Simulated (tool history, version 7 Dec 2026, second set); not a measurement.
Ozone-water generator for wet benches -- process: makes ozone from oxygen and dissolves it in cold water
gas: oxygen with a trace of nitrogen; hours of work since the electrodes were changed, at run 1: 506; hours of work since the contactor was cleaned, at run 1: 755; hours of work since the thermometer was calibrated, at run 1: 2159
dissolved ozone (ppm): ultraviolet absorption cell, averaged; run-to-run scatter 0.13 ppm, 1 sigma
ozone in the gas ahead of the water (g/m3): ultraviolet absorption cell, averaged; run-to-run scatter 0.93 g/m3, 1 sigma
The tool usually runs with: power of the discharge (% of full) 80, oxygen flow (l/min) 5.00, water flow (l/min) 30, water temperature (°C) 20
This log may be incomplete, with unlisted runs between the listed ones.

run,hour,power of the discharge (% of full),oxygen flow (l/min),water flow (l/min),water temperature (°C),hours of work since the electrodes were changed,hours of work since the contactor was cleaned,hours of work since the thermometer was calibrated,dissolved ozone (ppm),ozone in the gas ahead of the water (g/m3)
1,0.0,80,5.00,30,20,506,755,2159,13.3,157.4
2,21.0,80,5.00,30,20,520,770,2173,13.5,158.3
3,39.3,80,5.00,30,20,533,782,2185,13.4,156.7
4,62.3,80,5.00,30,20,549,798,2201,13.5,158.3
5,82.4,80,5.00,30,20,562,811,2215,13.4,158.4
6,114.6,80,5.00,30,20,584,833,2237,13.4,158.1
7,135.6,80,5.00,30,20,598,848,2251,13.4,157.7
8,153.4,80,5.00,30,20,611,860,2263,13.5,158.9
9,176.2,80,5.00,30,20,626,875,2279,13.3,158.1
10,204.3,45,5.00,30,20,645,894,2298,8.2,99.3
11,233.2,45,5.00,25,20,665,914,2317,9.5,99.2
12,256.7,61,5.00,30,20,681,930,2333,10.9,126.6
13,274.6,61,5.00,30,20,693,942,2345,10.5,127.3
14,298.4,45,5.00,30,20,709,958,2362,8.4,98.9
15,330.8,45,5.00,30,20,731,980,2384,8.1,99.3
16,357.1,45,5.00,30,20,749,998,2402,8.5,98.1
17,385.2,80,5.00,43,20,768,1017,2421,10.1,159.0
18,416.2,80,6.03,19,27,789,1038,2442,16.6,146.2
19,435.0,80,6.03,19,27,802,1051,2455,16.6,143.7
20,463.2,80,8.15,26,27,821,1070,2474,13.4,121.4
21,480.5,80,4.25,19,20,833,1082,2486,19.0,174.4
22,509.2,80,4.25,19,20,853,1102,2505,18.9,177.0
23,542.9,43,5.00,30,20,876,1125,2528,8.4,95.2
24,563.1,43,5.00,30,19,889,1138,2542,8.1,96.4
25,581.6,70,3.45,33,20,902,1151,2554,10.4,176.9
26,612.8,67,3.74,28,15,923,1172,2576,12.3,165.8
27,642.7,67,3.74,28,15,944,1193,2596,12.5,164.6
28,663.6,80,5.00,21,20,958,1207,2610,17.5,160.3
29,687.3,80,5.00,21,20,974,1223,2626,17.9,159.1
30,701.1,40,7.68,25,18,983,1232,2636,9.1,70.9
31,724.4,40,7.68,25,18,999,1248,2651,8.9,71.4
32,743.9,40,3.36,25,26,1012,1261,2665,8.0,114.2
33,766.2,55,8.33,39,12,1028,1277,2680,9.0,89.1
34,792.6,55,8.33,39,12,1046,1295,2698,9.0,88.9

Some steps in ozone in the gas ahead of the water (g/m3), run to run, broken into two amounts with sign: the step expected even without the hidden condition (settings, incoming material, random variation), and the rest, left for the hidden condition together with whatever gauge scatter is not in both the measured and the hidden-condition-free result:
The tool's hidden condition here consists of: yield of the discharge, % of new electrodes'; contactor's efficiency, % of a clean one's; true water temperature over the reading, C; drift of the gauge itself on ozone_ppm, %; drift of the gauge itself on gas_g_m3, %.
Run 22 -> 23: power of the discharge (% of full) 80 -> 43, oxygen flow (l/min) 4.25 -> 5.00, water flow (l/min) 19 -> 30. ozone in the gas ahead of the water (g/m3) -81.8: hidden state -1.3, all else -80.5.
Run 24 -> 25: power of the discharge (% of full) 43 -> 70, oxygen flow (l/min) 5.00 -> 3.45, water flow (l/min) 30 -> 33, water temperature (°C) 19 -> 20. ozone in the gas ahead of the water (g/m3) +80.5: hidden state +1.7, all else +78.8.
Run 29 -> 30: power of the discharge (% of full) 80 -> 40, oxygen flow (l/min) 5.00 -> 7.68, water flow (l/min) 21 -> 25, water temperature (°C) 20 -> 18. ozone in the gas ahead of the water (g/m3) -88.2: hidden state -2.1, all else -86.1.
